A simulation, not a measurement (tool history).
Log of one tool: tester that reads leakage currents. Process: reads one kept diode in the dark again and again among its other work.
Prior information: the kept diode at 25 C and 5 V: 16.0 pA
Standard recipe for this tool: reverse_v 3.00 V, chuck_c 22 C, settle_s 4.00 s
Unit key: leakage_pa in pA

run 1 hour=0.0 | reverse_v=3.00 chuck_c=22 settle_s=4.00 | leakage_pa=11.62
run 2 hour=48.9 | reverse_v=3.00 chuck_c=45 settle_s=4.00 | leakage_pa=56.20
run 3 hour=88.6 | reverse_v=3.00 chuck_c=22 settle_s=8.80 | leakage_pa=11.68
run 4 hour=129.8 | reverse_v=3.00 chuck_c=22 settle_s=8.80 | leakage_pa=11.76
run 5 hour=193.2 | reverse_v=3.00 chuck_c=22 settle_s=8.80 | leakage_pa=11.88
run 6 hour=257.2 | reverse_v=3.00 chuck_c=22 settle_s=0.58 | leakage_pa=12.15
run 7 hour=309.1 | reverse_v=3.00 chuck_c=22 settle_s=0.58 | leakage_pa=12.23
run 8 hour=381.7 | reverse_v=3.00 chuck_c=22 settle_s=0.42 | leakage_pa=12.44
-- hour=389.4 probe card cleaned and baked
run 9 hour=434.4 | reverse_v=14.61 chuck_c=22 settle_s=4.00 | leakage_pa=30.80
run 10 hour=500.5 | reverse_v=14.61 chuck_c=22 settle_s=4.00 | leakage_pa=31.02
run 11 hour=540.9 | reverse_v=14.61 chuck_c=22 settle_s=4.00 | leakage_pa=31.12
run 12 hour=579.3 | reverse_v=2.96 chuck_c=22 settle_s=2.11 | leakage_pa=12.58
run 13 hour=635.1 | reverse_v=2.96 chuck_c=22 settle_s=2.11 | leakage_pa=12.58
run 14 hour=673.8 | reverse_v=10.95 chuck_c=29 settle_s=4.00 | leakage_pa=39.97
run 15 hour=728.1 | reverse_v=3.00 chuck_c=25 settle_s=4.00 | leakage_pa=15.41
run 16 hour=806.2 | reverse_v=3.00 chuck_c=25 settle_s=4.00 | leakage_pa=15.48
run 17 hour=865.4 | reverse_v=1.36 chuck_c=54 settle_s=4.00 | leakage_pa=71.22
-- hour=912.3 probe card cleaned and baked, once more
run 18 hour=949.7 | reverse_v=1.36 chuck_c=54 settle_s=4.00 | leakage_pa=70.25
run 19 hour=1015.1 | reverse_v=1.36 chuck_c=34 settle_s=4.00 | leakage_pa=18.45
run 20 hour=1078.7 | reverse_v=1.36 chuck_c=29 settle_s=4.00 | leakage_pa=12.82
run 21 hour=1143.3 | reverse_v=1.36 chuck_c=29 settle_s=4.00 | leakage_pa=12.83

Branching from run 21: 4 alternative next runs. What would each branch give?
run A hour=1215.6 | reverse_v=17.75 chuck_c=35 settle_s=4.00 | leakage_pa=?
run B hour=1215.6 | reverse_v=2.41 chuck_c=27 settle_s=4.00 | leakage_pa=?
run C hour=1215.6 | reverse_v=4.57 chuck_c=37 settle_s=0.74 | leakage_pa=?
run D hour=1215.6 | reverse_v=1.35 chuck_c=38 settle_s=4.00 | leakage_pa=?

run=A leakage_pa=65.84
run=B leakage_pa=14.48
run=C leakage_pa=40.51
run=D leakage_pa=24.51
With no hidden state in the tool, these same runs would have given:
run=A leakage_pa=60.53
run=B leakage_pa=13.35
run=C leakage_pa=37.70
run=D leakage_pa=22.89
